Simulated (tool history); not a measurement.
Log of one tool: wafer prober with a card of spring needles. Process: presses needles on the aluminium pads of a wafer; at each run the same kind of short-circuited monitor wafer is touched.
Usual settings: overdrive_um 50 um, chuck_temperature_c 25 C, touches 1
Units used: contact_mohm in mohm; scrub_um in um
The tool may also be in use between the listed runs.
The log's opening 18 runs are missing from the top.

run	hour	overdrive_um	chuck_temperature_c	touches	contact_mohm	scrub_um
# hour 574.5: tips cleaned on abrasive film
# hour 596.3: tips cleaned on abrasive film
19	607.2	42	55	2	149	8.82
# hour 620.9: tips cleaned on abrasive film
# hour 644.9: tips cleaned on abrasive film
20	654.6	60	61	1	137	12.80
# hour 667.9: tips cleaned on abrasive film
21	676.9	42	61	1	152	8.83
# hour 692.4: tips cleaned on abrasive film
# hour 716.7: tips cleaned on abrasive film
22	717.7	42	61	1	153	9.03
# hour 739.1: tips cleaned on abrasive film
23	750.8	62	25	2	130	13.29
# hour 762.3: tips cleaned on abrasive film
24	771.5	62	25	2	131	12.97
# hour 786.3: tips cleaned on abrasive film
25	802.8	50	38	2	141	10.55
# hour 809.5: tips cleaned on abrasive film
# hour 833.5: tips cleaned on abrasive film
26	834.2	55	38	1	138	11.70
# hour 856.0: tips cleaned on abrasive film
27	856.0	51	46	1	140	10.82
# hour 878.1: tips cleaned on abrasive film
28	886.7	50	44	2	142	10.57
# hour 901.2: tips cleaned on abrasive film
29	916.5	50	66	2	146	10.54
# hour 924.4: tips cleaned on abrasive film
# hour 948.4: tips cleaned on abrasive film
30	956.3	50	66	2	148	10.69
# hour 968.0: height of the first contact set anew
# hour 972.2: tips cleaned on abrasive film
31	986.9	50	66	2	147	10.66

Alternative continuations, all from the tool just after run 31; predict every row:
# hour 995.1: tips cleaned on abrasive film
# hour 1017.6: tips cleaned on abrasive film
A	1031.9	36	49	1	?	?
# hour 995.1: tips cleaned on abrasive film
# hour 1017.6: tips cleaned on abrasive film
B	1031.9	50	25	2	?	?
# hour 995.1: tips cleaned on abrasive film
# hour 1017.6: tips cleaned on abrasive film
C	1031.9	33	34	1	?	?

run	contact_mohm	scrub_um
A	155	7.72
B	138	10.62
C	154	7.13
Stripped of hidden state, with their random variation kept, the same runs would have yielded:
run	contact_mohm	scrub_um
A	154	7.72
B	137	10.62
C	153	7.13
